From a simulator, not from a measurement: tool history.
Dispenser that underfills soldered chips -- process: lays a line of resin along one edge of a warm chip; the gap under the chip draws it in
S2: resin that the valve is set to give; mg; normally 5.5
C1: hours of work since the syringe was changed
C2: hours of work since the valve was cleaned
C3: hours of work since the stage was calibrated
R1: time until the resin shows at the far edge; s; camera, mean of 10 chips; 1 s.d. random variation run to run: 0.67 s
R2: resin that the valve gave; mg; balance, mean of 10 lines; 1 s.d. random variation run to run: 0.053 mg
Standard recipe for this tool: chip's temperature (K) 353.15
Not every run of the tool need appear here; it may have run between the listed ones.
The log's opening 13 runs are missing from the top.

{"hour": 62.5, "done": "new syringe of resin"}
{"run": 14, "hour": 63.4, "chip's temperature (K)": 362.15, "S2": 5.5, "C1": 1, "C2": 94, "C3": 202, "R1": 46.8, "R2": 5.17}
{"run": 15, "hour": 66.6, "chip's temperature (K)": 353.15, "S2": 5.5, "C1": 3, "C2": 96, "C3": 205, "R1": 76.3, "R2": 5.23}
{"run": 16, "hour": 72.7, "chip's temperature (K)": 353.15, "S2": 5.5, "C1": 7, "C2": 100, "C3": 208, "R1": 101.9, "R2": 5.23}
{"hour": 73.5, "done": "new syringe of resin"}
{"run": 17, "hour": 79.5, "chip's temperature (K)": 353.15, "S2": 5.5, "C1": 4, "C2": 104, "C3": 213, "R1": 82.3, "R2": 5.17}
{"hour": 83.6, "done": "dispensing valve cleaned and set on the balance"}
{"run": 18, "hour": 83.6, "chip's temperature (K)": 353.15, "S2": 5.13, "C1": 6, "C2": 0, "C3": 215, "R1": 96.3, "R2": 5.08}
{"hour": 85.5, "done": "new syringe of resin"}
{"run": 19, "hour": 91.0, "chip's temperature (K)": 342.15, "S2": 5.13, "C1": 4, "C2": 5, "C3": 219, "R1": 125.4, "R2": 5.11}
{"run": 20, "hour": 95.0, "chip's temperature (K)": 342.15, "S2": 5.13, "C1": 6, "C2": 7, "C3": 222, "R1": 150.2, "R2": 5.12}
{"hour": 96.5, "done": "new syringe of resin"}
{"run": 21, "hour": 99.3, "chip's temperature (K)": 342.15, "S2": 5.13, "C1": 2, "C2": 10, "C3": 225, "R1": 109.1, "R2": 5.11}
{"run": 22, "hour": 103.8, "chip's temperature (K)": 347.15, "S2": 5.29, "C1": 5, "C2": 13, "C3": 228, "R1": 109.8, "R2": 5.29}
{"hour": 107.1, "done": "new syringe of resin"}
{"run": 23, "hour": 107.1, "chip's temperature (K)": 350.15, "S2": 4.82, "C1": 0, "C2": 15, "C3": 230, "R1": 74, "R2": 4.82}
{"run": 24, "hour": 113.6, "chip's temperature (K)": 350.15, "S2": 4.82, "C1": 4, "C2": 19, "C3": 234, "R1": 98.9, "R2": 4.67}
{"hour": 118.0, "done": "new syringe of resin"}
{"run": 25, "hour": 120.0, "chip's temperature (K)": 351.15, "S2": 5.11, "C1": 1, "C2": 23, "C3": 238, "R1": 76.2, "R2": 4.97}

What does the tool deliver on the next run?
{"run": 26, "hour": 125.5, "chip's temperature (K)": 338.15, "S2": 6.14, "C1": 5, "C2": 27, "C3": 241, "R1": "?", "R2": "?"}

Run 26 gave R1 154.9 s, R2 6.01 mg.
With no hidden state in the tool, this same run would have given R1 102.6 s, R2 6.09 mg.

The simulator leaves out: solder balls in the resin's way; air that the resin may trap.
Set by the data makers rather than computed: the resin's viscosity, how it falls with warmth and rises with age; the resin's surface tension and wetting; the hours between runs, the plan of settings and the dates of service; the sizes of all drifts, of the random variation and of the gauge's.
